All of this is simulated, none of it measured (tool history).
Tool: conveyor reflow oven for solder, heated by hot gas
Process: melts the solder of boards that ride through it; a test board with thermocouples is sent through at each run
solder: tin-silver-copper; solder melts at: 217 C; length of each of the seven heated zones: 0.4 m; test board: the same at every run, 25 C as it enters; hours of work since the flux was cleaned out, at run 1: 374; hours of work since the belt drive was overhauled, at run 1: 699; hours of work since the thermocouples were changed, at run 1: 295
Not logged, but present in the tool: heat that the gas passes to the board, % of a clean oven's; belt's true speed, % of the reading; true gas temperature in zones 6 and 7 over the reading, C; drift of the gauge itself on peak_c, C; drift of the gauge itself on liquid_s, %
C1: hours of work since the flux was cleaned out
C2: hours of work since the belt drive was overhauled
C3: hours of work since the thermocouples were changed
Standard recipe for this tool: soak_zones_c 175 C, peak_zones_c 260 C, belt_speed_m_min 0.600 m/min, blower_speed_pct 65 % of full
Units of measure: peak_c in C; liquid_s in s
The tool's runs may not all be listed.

{"run": 1, "hour": 0.0, "soak_zones_c": 175, "peak_zones_c": 260, "belt_speed_m_min": 0.6, "blower_speed_pct": 65, "C1": 374, "C2": 699, "C3": 295, "peak_c": 244.8, "liquid_s": 54.7}
{"run": 2, "hour": 7.3, "soak_zones_c": 175, "peak_zones_c": 260, "belt_speed_m_min": 0.6, "blower_speed_pct": 65, "C1": 380, "C2": 705, "C3": 301, "peak_c": 244.5, "liquid_s": 54.1}
{"run": 3, "hour": 17.3, "soak_zones_c": 175, "peak_zones_c": 275, "belt_speed_m_min": 0.6, "blower_speed_pct": 65, "C1": 388, "C2": 713, "C3": 309, "peak_c": 258.7, "liquid_s": 64.3}
{"hour": 31.7, "done": "flux residue cleaned out of gas plates and filters"}
{"run": 4, "hour": 38.7, "soak_zones_c": 175, "peak_zones_c": 260, "belt_speed_m_min": 0.675, "blower_speed_pct": 65, "C1": 6, "C2": 726, "C3": 321, "peak_c": 243.2, "liquid_s": 45.9}
{"run": 5, "hour": 49.1, "soak_zones_c": 175, "peak_zones_c": 260, "belt_speed_m_min": 0.6, "blower_speed_pct": 65, "C1": 14, "C2": 734, "C3": 330, "peak_c": 246.7, "liquid_s": 56.3}
{"run": 6, "hour": 59.8, "soak_zones_c": 175, "peak_zones_c": 260, "belt_speed_m_min": 0.6, "blower_speed_pct": 62, "C1": 22, "C2": 742, "C3": 338, "peak_c": 246.0, "liquid_s": 55.8}
{"run": 7, "hour": 68.7, "soak_zones_c": 175, "peak_zones_c": 260, "belt_speed_m_min": 0.6, "blower_speed_pct": 62, "C1": 29, "C2": 749, "C3": 345, "peak_c": 246.6, "liquid_s": 56.9}
{"run": 8, "hour": 79.2, "soak_zones_c": 175, "peak_zones_c": 260, "belt_speed_m_min": 0.6, "blower_speed_pct": 62, "C1": 37, "C2": 757, "C3": 353, "peak_c": 246.4, "liquid_s": 56.2}
{"run": 9, "hour": 96.0, "soak_zones_c": 175, "peak_zones_c": 260, "belt_speed_m_min": 0.6, "blower_speed_pct": 65, "C1": 51, "C2": 771, "C3": 366, "peak_c": 246.3, "liquid_s": 56.5}
{"run": 10, "hour": 109.5, "soak_zones_c": 184, "peak_zones_c": 261, "belt_speed_m_min": 0.6, "blower_speed_pct": 56, "C1": 61, "C2": 781, "C3": 377, "peak_c": 247.7, "liquid_s": 60.9}
{"run": 11, "hour": 118.1, "soak_zones_c": 172, "peak_zones_c": 261, "belt_speed_m_min": 0.654, "blower_speed_pct": 84, "C1": 68, "C2": 788, "C3": 384, "peak_c": 247.0, "liquid_s": 51.2}
{"run": 12, "hour": 134.8, "soak_zones_c": 174, "peak_zones_c": 261, "belt_speed_m_min": 0.651, "blower_speed_pct": 84, "C1": 81, "C2": 801, "C3": 397, "peak_c": 247.1, "liquid_s": 51.7}
{"run": 13, "hour": 142.4, "soak_zones_c": 171, "peak_zones_c": 250, "belt_speed_m_min": 0.689, "blower_speed_pct": 62, "C1": 87, "C2": 807, "C3": 403, "peak_c": 232.4, "liquid_s": 32.4}
{"run": 14, "hour": 152.0, "soak_zones_c": 171, "peak_zones_c": 250, "belt_speed_m_min": 0.689, "blower_speed_pct": 62, "C1": 95, "C2": 815, "C3": 410, "peak_c": 232.6, "liquid_s": 31.8}
{"run": 15, "hour": 167.6, "soak_zones_c": 175, "peak_zones_c": 274, "belt_speed_m_min": 0.6, "blower_speed_pct": 73, "C1": 107, "C2": 827, "C3": 423, "peak_c": 259.8, "liquid_s": 66.0}
{"run": 16, "hour": 182.6, "soak_zones_c": 188, "peak_zones_c": 251, "belt_speed_m_min": 0.634, "blower_speed_pct": 85, "C1": 119, "C2": 839, "C3": 435, "peak_c": 241.6, "liquid_s": 55.7}
{"run": 17, "hour": 197.2, "soak_zones_c": 188, "peak_zones_c": 251, "belt_speed_m_min": 0.643, "blower_speed_pct": 85, "C1": 130, "C2": 850, "C3": 446, "peak_c": 241.3, "liquid_s": 53.7}

Below, some changes in peak_c between adjacent runs. For each, the amount present without the hidden state too (settings, incoming material, random variation) and the amount remaining for the hidden state with gauge scatter not shared by both compared results:
Run 3 -> 4: peak_zones_c 275 -> 260, belt_speed_m_min 0.600 -> 0.675, flux residue cleaned out of gas plates and filters. peak_c -15.5 C: hidden state +1.7, all else -17.2.
Run 14 -> 15: soak_zones_c 171 -> 175, peak_zones_c 250 -> 274, belt_speed_m_min 0.689 -> 0.600, blower_speed_pct 62 -> 73. peak_c +27.2 C: hidden state +0.0, all else +27.2.

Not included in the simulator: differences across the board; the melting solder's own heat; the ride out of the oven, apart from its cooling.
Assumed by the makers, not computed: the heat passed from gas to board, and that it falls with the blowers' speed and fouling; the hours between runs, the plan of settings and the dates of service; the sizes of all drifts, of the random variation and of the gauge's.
